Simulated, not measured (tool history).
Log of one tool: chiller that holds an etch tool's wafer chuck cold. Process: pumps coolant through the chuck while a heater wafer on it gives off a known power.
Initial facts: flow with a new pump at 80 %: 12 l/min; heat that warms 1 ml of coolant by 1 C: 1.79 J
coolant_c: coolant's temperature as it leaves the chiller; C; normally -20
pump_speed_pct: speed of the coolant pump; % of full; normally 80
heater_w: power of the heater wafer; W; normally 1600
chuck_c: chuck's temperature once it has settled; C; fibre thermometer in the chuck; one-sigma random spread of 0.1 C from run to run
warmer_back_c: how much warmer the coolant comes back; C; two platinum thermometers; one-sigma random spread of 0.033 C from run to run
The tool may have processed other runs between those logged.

Run 1, day 0: usual settings. Result: chuck_c -6.4 C, warmer_back_c 4.51 C.
Run 2, day 4.821: usual settings. Result: chuck_c -6.4 C, warmer_back_c 4.52 C.
Run 3, day 8.004: usual settings. Result: chuck_c -6.6 C, warmer_back_c 4.45 C.
At day 9.062: chiller's thermometer calibrated.
Run 4, day 12.133: usual settings. Result: chuck_c -6.4 C, warmer_back_c 4.55 C.
Run 5, day 15.458: usual settings. Result: chuck_c -6.2 C, warmer_back_c 4.52 C.
Run 6, day 20.467: usual settings but heater_w 2162 W. Result: chuck_c -1.6 C, warmer_back_c 6.09 C.
Run 7, day 23.912: usual settings but heater_w 2184 W. Result: chuck_c -1.4 C, warmer_back_c 6.18 C.
Run 8, day 26.262: usual settings but pump_speed_pct 88 % of full. Result: chuck_c -6.9 C, warmer_back_c 4.09 C.
Run 9, day 29.25: usual settings. Result: chuck_c -6.4 C, warmer_back_c 4.56 C.
Run 10, day 33.712: usual settings but coolant_c -15 C. Result: chuck_c -1.4 C, warmer_back_c 4.64 C.
Run 11, day 37.417: usual settings but coolant_c -15 C. Result: chuck_c -1.6 C, warmer_back_c 4.6 C.
Run 12, day 41.792: usual settings but coolant_c -15 C. Result: chuck_c -1.3 C, warmer_back_c 4.56 C.
Run 13, day 44.371: usual settings but coolant_c -15 C. Result: chuck_c -1.3 C, warmer_back_c 4.61 C.
Run 14, day 47.979: usual settings but coolant_c -10 C, pump_speed_pct 66 % of full, heater_w 1078 W. Result: chuck_c 0.1 C, warmer_back_c 3.79 C.
Run 15, day 52.592: usual settings but coolant_c -10 C, pump_speed_pct 66 % of full, heater_w 1078 W. Result: chuck_c 0.3 C, warmer_back_c 3.85 C.
Run 16, day 56.308: usual settings but coolant_c -10 C, pump_speed_pct 66 % of full, heater_w 1078 W. Result: chuck_c 0.2 C, warmer_back_c 3.87 C.
Run 17, day 59.3: usual settings but coolant_c -12 C, pump_speed_pct 66 % of full, heater_w 1405 W. Result: chuck_c 1.3 C, warmer_back_c 5.03 C.
Run 18, day 62.288: usual settings but coolant_c -13 C, heater_w 1658 W. Result: chuck_c 1.4 C, warmer_back_c 4.8 C.
Run 19, day 66.779: usual settings but coolant_c -13 C, heater_w 1658 W. Result: chuck_c 0.9 C, warmer_back_c 4.79 C.
Run 20, day 71.717: usual settings but coolant_c -16 C, pump_speed_pct 70 % of full, heater_w 2270 W. Result: chuck_c 4.8 C, warmer_back_c 7.51 C.
Run 21, day 76.117: usual settings but heater_w 2115 W. Result: chuck_c -2 C, warmer_back_c 6.14 C.
Run 22, day 80.533: usual settings but coolant_c -29 C, heater_w 2115 W. Result: chuck_c -11.1 C, warmer_back_c 6.18 C.
Run 23, day 83.912: usual settings but coolant_c -14 C, heater_w 2159 W. Result: chuck_c 4.5 C, warmer_back_c 6.24 C.
Run 24, day 88.046: usual settings but coolant_c -22 C, pump_speed_pct 92 % of full, heater_w 962 W. Result: chuck_c -14.5 C, warmer_back_c 2.54 C.
Run 25, day 92.096: usual settings but coolant_c -22 C, pump_speed_pct 92 % of full, heater_w 962 W. Result: chuck_c -14.4 C, warmer_back_c 2.58 C.
Run 26, day 97.058: usual settings but coolant_c -22 C, pump_speed_pct 75 % of full, heater_w 1296 W. Result: chuck_c -10.5 C, warmer_back_c 4.15 C.

Results per run with the tool's hidden condition removed, run-to-run variation unchanged:
Unlogged tool condition in this case: heat passed by the chuck's channels, % of clean ones'; flow at a given pump speed, % of a new pump's; coolant's true temperature over the reading, C; drift of the gauge itself on chuck_c, C; drift of the gauge itself on warmer_back_c, C.
run  warmer_back_c
  1           4.51
  2           4.51
  3           4.43
  4           4.52
  5           4.47
  6           6.03
  7           6.11
  8           4.01
  9           4.48
 10           4.55
 11            4.5
 12           4.44
 13           4.48
 14           3.65
 15            3.7
 16           3.71
 17           4.86
 18           4.63
 19            4.6
 20            7.3
 21           5.92
 22           5.95
 23              6
 24           2.29
 25           2.32
 26           3.88
chuck_c: differs from the measured result by no more than 0.1 C in any run.

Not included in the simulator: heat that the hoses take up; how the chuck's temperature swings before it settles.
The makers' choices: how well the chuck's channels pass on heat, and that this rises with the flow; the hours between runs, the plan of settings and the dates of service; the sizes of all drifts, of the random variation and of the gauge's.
